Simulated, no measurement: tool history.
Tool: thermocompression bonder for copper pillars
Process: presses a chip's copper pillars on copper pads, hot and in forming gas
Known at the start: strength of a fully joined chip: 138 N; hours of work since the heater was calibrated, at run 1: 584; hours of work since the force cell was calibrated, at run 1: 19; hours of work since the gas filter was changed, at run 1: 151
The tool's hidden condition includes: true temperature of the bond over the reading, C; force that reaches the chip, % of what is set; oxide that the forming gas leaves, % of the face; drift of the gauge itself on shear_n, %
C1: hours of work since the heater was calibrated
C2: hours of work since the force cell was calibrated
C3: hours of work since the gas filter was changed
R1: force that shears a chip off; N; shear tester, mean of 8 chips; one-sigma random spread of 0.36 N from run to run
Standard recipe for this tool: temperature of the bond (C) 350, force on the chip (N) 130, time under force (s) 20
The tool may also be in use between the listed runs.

run 1 hour=0.0 | temperature_of_the_bond_(C)=350 force_on_the_chip_(N)=130 time_under_force_(s)=20 | C1=584 C2=19 C3=151 | R1=81.1
run 2 hour=10.9 | temperature_of_the_bond_(C)=350 force_on_the_chip_(N)=130 time_under_force_(s)=20 | C1=590 C2=24 C3=156 | R1=81.1
run 3 hour=18.3 | temperature_of_the_bond_(C)=350 force_on_the_chip_(N)=130 time_under_force_(s)=20 | C1=593 C2=28 C3=160 | R1=80.7
-- hour=24.6 forming gas filter changed
run 4 hour=28.9 | temperature_of_the_bond_(C)=350 force_on_the_chip_(N)=130 time_under_force_(s)=20 | C1=598 C2=33 C3=2 | R1=82.0
run 5 hour=43.2 | temperature_of_the_bond_(C)=350 force_on_the_chip_(N)=130 time_under_force_(s)=20 | C1=604 C2=39 C3=9 | R1=81.8
run 6 hour=53.4 | temperature_of_the_bond_(C)=350 force_on_the_chip_(N)=130 time_under_force_(s)=20 | C1=609 C2=44 C3=14 | R1=81.3
run 7 hour=67.2 | temperature_of_the_bond_(C)=350 force_on_the_chip_(N)=130 time_under_force_(s)=20 | C1=616 C2=51 C3=20 | R1=82.0
run 8 hour=75.1 | temperature_of_the_bond_(C)=350 force_on_the_chip_(N)=130 time_under_force_(s)=20 | C1=619 C2=54 C3=24 | R1=81.9
run 9 hour=83.8 | temperature_of_the_bond_(C)=350 force_on_the_chip_(N)=130 time_under_force_(s)=20 | C1=624 C2=58 C3=28 | R1=82.0
run 10 hour=95.2 | temperature_of_the_bond_(C)=350 force_on_the_chip_(N)=130 time_under_force_(s)=44 | C1=629 C2=64 C3=33 | R1=102.6
run 11 hour=107.0 | temperature_of_the_bond_(C)=350 force_on_the_chip_(N)=130 time_under_force_(s)=20 | C1=634 C2=69 C3=39 | R1=82.3
run 12 hour=116.8 | temperature_of_the_bond_(C)=350 force_on_the_chip_(N)=130 time_under_force_(s)=20 | C1=639 C2=74 C3=43 | R1=82.5
run 13 hour=131.1 | temperature_of_the_bond_(C)=350 force_on_the_chip_(N)=130 time_under_force_(s)=20 | C1=646 C2=81 C3=50 | R1=83.0
run 14 hour=140.6 | temperature_of_the_bond_(C)=350 force_on_the_chip_(N)=130 time_under_force_(s)=20 | C1=650 C2=85 C3=54 | R1=83.2
run 15 hour=151.5 | temperature_of_the_bond_(C)=350 force_on_the_chip_(N)=130 time_under_force_(s)=20 | C1=655 C2=90 C3=59 | R1=83.0
run 16 hour=160.7 | temperature_of_the_bond_(C)=350 force_on_the_chip_(N)=130 time_under_force_(s)=20 | C1=660 C2=94 C3=64 | R1=83.0
-- hour=173.8 gauge calibrated
run 17 hour=173.8 | temperature_of_the_bond_(C)=346 force_on_the_chip_(N)=130 time_under_force_(s)=20 | C1=666 C2=101 C3=70 | R1=79.0
run 18 hour=186.2 | temperature_of_the_bond_(C)=350 force_on_the_chip_(N)=130 time_under_force_(s)=20 | C1=672 C2=106 C3=76 | R1=81.7
run 19 hour=198.7 | temperature_of_the_bond_(C)=350 force_on_the_chip_(N)=106 time_under_force_(s)=20 | C1=677 C2=112 C3=82 | R1=70.5
run 20 hour=211.1 | temperature_of_the_bond_(C)=350 force_on_the_chip_(N)=174 time_under_force_(s)=20 | C1=683 C2=118 C3=87 | R1=98.3
run 21 hour=221.5 | temperature_of_the_bond_(C)=350 force_on_the_chip_(N)=174 time_under_force_(s)=20 | C1=688 C2=123 C3=92 | R1=97.7
run 22 hour=235.7 | temperature_of_the_bond_(C)=350 force_on_the_chip_(N)=154 time_under_force_(s)=53 | C1=695 C2=130 C3=99 | R1=114.1
run 23 hour=243.2 | temperature_of_the_bond_(C)=350 force_on_the_chip_(N)=144 time_under_force_(s)=14 | C1=698 C2=133 C3=102 | R1=78.7
run 24 hour=254.9 | temperature_of_the_bond_(C)=350 force_on_the_chip_(N)=96 time_under_force_(s)=36 | C1=704 C2=139 C3=108 | R1=79.2
run 25 hour=265.1 | temperature_of_the_bond_(C)=350 force_on_the_chip_(N)=96 time_under_force_(s)=36 | C1=709 C2=143 C3=113 | R1=80.4
run 26 hour=276.6 | temperature_of_the_bond_(C)=350 force_on_the_chip_(N)=96 time_under_force_(s)=36 | C1=714 C2=149 C3=118 | R1=80.8
run 27 hour=283.4 | temperature_of_the_bond_(C)=369 force_on_the_chip_(N)=144 time_under_force_(s)=14 | C1=717 C2=152 C3=121 | R1=94.6
run 28 hour=290.3 | temperature_of_the_bond_(C)=372 force_on_the_chip_(N)=130 time_under_force_(s)=41 | C1=720 C2=155 C3=125 | R1=117.6
run 29 hour=298.8 | temperature_of_the_bond_(C)=332 force_on_the_chip_(N)=100 time_under_force_(s)=41 | C1=724 C2=159 C3=129 | R1=70.7
run 30 hour=308.3 | temperature_of_the_bond_(C)=332 force_on_the_chip_(N)=100 time_under_force_(s)=41 | C1=729 C2=164 C3=133 | R1=70.4
run 31 hour=321.2 | temperature_of_the_bond_(C)=340 force_on_the_chip_(N)=100 time_under_force_(s)=29 | C1=735 C2=170 C3=139 | R1=69.3
run 32 hour=334.4 | temperature_of_the_bond_(C)=343 force_on_the_chip_(N)=81 time_under_force_(s)=29 | C1=741 C2=176 C3=145 | R1=60.8
run 33 hour=342.6 | temperature_of_the_bond_(C)=343 force_on_the_chip_(N)=81 time_under_force_(s)=29 | C1=745 C2=180 C3=149 | R1=61.2
run 34 hour=351.8 | temperature_of_the_bond_(C)=343 force_on_the_chip_(N)=81 time_under_force_(s)=13 | C1=749 C2=184 C3=153 | R1=44.4
run 35 hour=366.2 | temperature_of_the_bond_(C)=343 force_on_the_chip_(N)=127 time_under_force_(s)=13 | C1=756 C2=191 C3=160 | R1=66.1
-- hour=372.3 forming gas filter changed
run 36 hour=380.4 | temperature_of_the_bond_(C)=366 force_on_the_chip_(N)=107 time_under_force_(s)=13 | C1=762 C2=197 C3=4 | R1=74.4
run 37 hour=390.1 | temperature_of_the_bond_(C)=373 force_on_the_chip_(N)=169 time_under_force_(s)=20 | C1=767 C2=202 C3=8 | R1=115.7
run 38 hour=398.3 | temperature_of_the_bond_(C)=373 force_on_the_chip_(N)=169 time_under_force_(s)=20 | C1=771 C2=206 C3=12 | R1=116.7
run 39 hour=405.2 | temperature_of_the_bond_(C)=347 force_on_the_chip_(N)=109 time_under_force_(s)=40 | C1=774 C2=209 C3=15 | R1=89.2

Results per run with the tool's hidden condition removed, run-to-run variation unchanged:
run=1 R1=81.5
run=2 R1=81.3
run=3 R1=80.9
run=4 R1=81.8
run=5 R1=81.4
run=6 R1=80.8
run=7 R1=81.4
run=8 R1=81.3
run=9 R1=81.2
run=10 R1=101.4
run=11 R1=81.3
run=12 R1=81.4
run=13 R1=81.8
run=14 R1=81.9
run=15 R1=81.6
run=16 R1=81.5
run=17 R1=79.2
run=18 R1=81.8
run=19 R1=70.5
run=20 R1=98.2
run=21 R1=97.4
run=22 R1=113.5
run=23 R1=78.3
run=24 R1=78.7
run=25 R1=79.7
run=26 R1=80.0
run=27 R1=93.6
run=28 R1=116.3
run=29 R1=69.9
run=30 R1=69.4
run=31 R1=68.3
run=32 R1=59.8
run=33 R1=60.1
run=34 R1=43.6
run=35 R1=64.8
run=36 R1=72.5
run=37 R1=112.6
run=38 R1=113.4
run=39 R1=86.6

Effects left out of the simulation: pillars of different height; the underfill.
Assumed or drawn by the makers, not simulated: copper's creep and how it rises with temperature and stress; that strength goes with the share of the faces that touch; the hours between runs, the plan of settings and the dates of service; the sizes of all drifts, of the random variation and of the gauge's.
